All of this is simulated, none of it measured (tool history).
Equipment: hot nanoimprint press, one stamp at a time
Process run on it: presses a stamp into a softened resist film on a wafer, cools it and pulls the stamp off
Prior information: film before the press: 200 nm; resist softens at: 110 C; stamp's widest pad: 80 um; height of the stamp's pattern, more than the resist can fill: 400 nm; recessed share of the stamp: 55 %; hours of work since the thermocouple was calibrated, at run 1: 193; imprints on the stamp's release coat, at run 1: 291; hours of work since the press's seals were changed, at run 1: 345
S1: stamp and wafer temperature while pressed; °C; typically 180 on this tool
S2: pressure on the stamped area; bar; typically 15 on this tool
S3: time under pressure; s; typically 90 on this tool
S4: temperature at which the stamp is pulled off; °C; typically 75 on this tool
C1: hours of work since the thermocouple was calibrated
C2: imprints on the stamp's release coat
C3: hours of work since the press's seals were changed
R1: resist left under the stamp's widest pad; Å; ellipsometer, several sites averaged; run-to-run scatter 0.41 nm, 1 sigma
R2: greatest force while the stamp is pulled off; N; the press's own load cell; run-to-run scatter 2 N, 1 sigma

run 1 hour=0 | S1=180 S2=15 S3=90 S4=75 | C1=193 C2=291 C3=345 | R1=968 R2=179
run 2 hour=13.1 | S1=180 S2=15 S3=90 S4=75 | C1=201 C2=342 C3=353 | R1=956 R2=183
run 3 hour=27.5 | S1=180 S2=15 S3=90 S4=75 | C1=210 C2=399 C3=362 | R1=964 R2=180
run 4 hour=43.4 | S1=180 S2=15 S3=90 S4=72 | C1=220 C2=462 C3=372 | R1=963 R2=191
run 5 hour=60.5 | S1=180 S2=15 S3=90 S4=72 | C1=230 C2=530 C3=382 | R1=962 R2=196
run 6 hour=73.1 | S1=180 S2=23.3 S3=90 S4=75 | C1=238 C2=580 C3=390 | R1=790 R2=192
run 7 hour=87.5 | S1=180 S2=23.3 S3=90 S4=75 | C1=247 C2=636 C3=399 | R1=795 R2=195
-- hour=99.9 stamp cleaned and given a new release coat
run 8 hour=104.4 | S1=180 S2=23.3 S3=90 S4=75 | C1=253 C2=17 C3=406 | R1=800 R2=164
run 9 hour=119.5 | S1=180 S2=23.3 S3=90 S4=75 | C1=263 C2=77 C3=415 | R1=802 R2=169
run 10 hour=134.4 | S1=180 S2=23.3 S3=90 S4=75 | C1=272 C2=136 C3=424 | R1=802 R2=173
run 11 hour=149.7 | S1=180 S2=23.3 S3=90 S4=75 | C1=281 C2=197 C3=433 | R1=793 R2=174
run 12 hour=168.6 | S1=180 S2=23.3 S3=90 S4=75 | C1=293 C2=271 C3=445 | R1=801 R2=178
run 13 hour=182.7 | S1=180 S2=15 S3=71 S4=75 | C1=302 C2=327 C3=454 | R1=1063 R2=184
run 14 hour=199.1 | S1=180 S2=15 S3=71 S4=75 | C1=312 C2=392 C3=464 | R1=1060 R2=182
run 15 hour=213.9 | S1=180 S2=15 S3=71 S4=75 | C1=321 C2=450 C3=473 | R1=1061 R2=186
run 16 hour=230 | S1=180 S2=15 S3=71 S4=75 | C1=331 C2=514 C3=483 | R1=1073 R2=185
run 17 hour=241.8 | S1=180 S2=15 S3=71 S4=75 | C1=338 C2=560 C3=490 | R1=1071 R2=190
run 18 hour=255.5 | S1=180 S2=15 S3=71 S4=80 | C1=346 C2=614 C3=498 | R1=1070 R2=188
-- hour=273.5 stamp cleaned and given a new release coat
run 19 hour=274.2 | S1=180 S2=15 S3=84 S4=65 | C1=354 C2=3 C3=506 | R1=1008 R2=188
run 20 hour=281.9 | S1=170 S2=15 S3=59 S4=80 | C1=359 C2=33 C3=511 | R1=1488 R2=155
-- hour=293.6 plate thermocouple calibrated
run 21 hour=302.7 | S1=170 S2=15 S3=59 S4=80 | C1=6 C2=104 C3=522 | R1=1434 R2=159
run 22 hour=314.4 | S1=170 S2=15 S3=59 S4=80 | C1=13 C2=150 C3=529 | R1=1427 R2=160
run 23 hour=324.3 | S1=181 S2=9.3 S3=151 S4=64 | C1=19 C2=189 C3=535 | R1=940 R2=194
run 24 hour=335 | S1=180 S2=15 S3=136 S4=66 | C1=25 C2=231 C3=542 | R1=815 R2=194
run 25 hour=350.1 | S1=176 S2=15 S3=45 S4=66 | C1=35 C2=291 C3=551 | R1=1334 R2=192
run 26 hour=364.4 | S1=180 S2=15 S3=61 S4=75 | C1=44 C2=348 C3=560 | R1=1085 R2=177
run 27 hour=372.9 | S1=179 S2=11.3 S3=56 S4=75 | C1=49 C2=381 C3=565 | R1=1273 R2=182
run 28 hour=385.6 | S1=180 S2=15 S3=90 S4=78 | C1=57 C2=431 C3=573 | R1=945 R2=177
run 29 hour=397.8 | S1=187 S2=18.5 S3=90 S4=78 | C1=64 C2=479 C3=580 | R1=684 R2=180

Predict each of these 5 candidate next runs independently; none follows another, all start after run 29:
run A hour=407.9 | S1=187 S2=18.5 S3=53 S4=78 | C1=70 C2=519 C3=587 | R1=? R2=?
run B hour=407.9 | S1=187 S2=9.9 S3=90 S4=78 | C1=70 C2=519 C3=587 | R1=? R2=?
run C hour=407.9 | S1=187 S2=18.5 S3=90 S4=74 | C1=70 C2=519 C3=587 | R1=? R2=?
run D hour=407.9 | S1=173 S2=18.5 S3=90 S4=78 | C1=70 C2=519 C3=587 | R1=? R2=?
run E hour=407.9 | S1=186 S2=12.7 S3=51 S4=78 | C1=70 C2=519 C3=587 | R1=? R2=?

run=A R1=847 R2=182
run=B R1=919 R2=180
run=C R1=693 R2=192
run=D R1=1100 R2=177
run=E R1=1045 R2=182
Without the tool's hidden state the same runs would have given:
run=A R1=822 R2=159
run=B R1=899 R2=158
run=C R1=671 R2=168
run=D R1=1068 R2=155
run=E R1=1021 R2=159
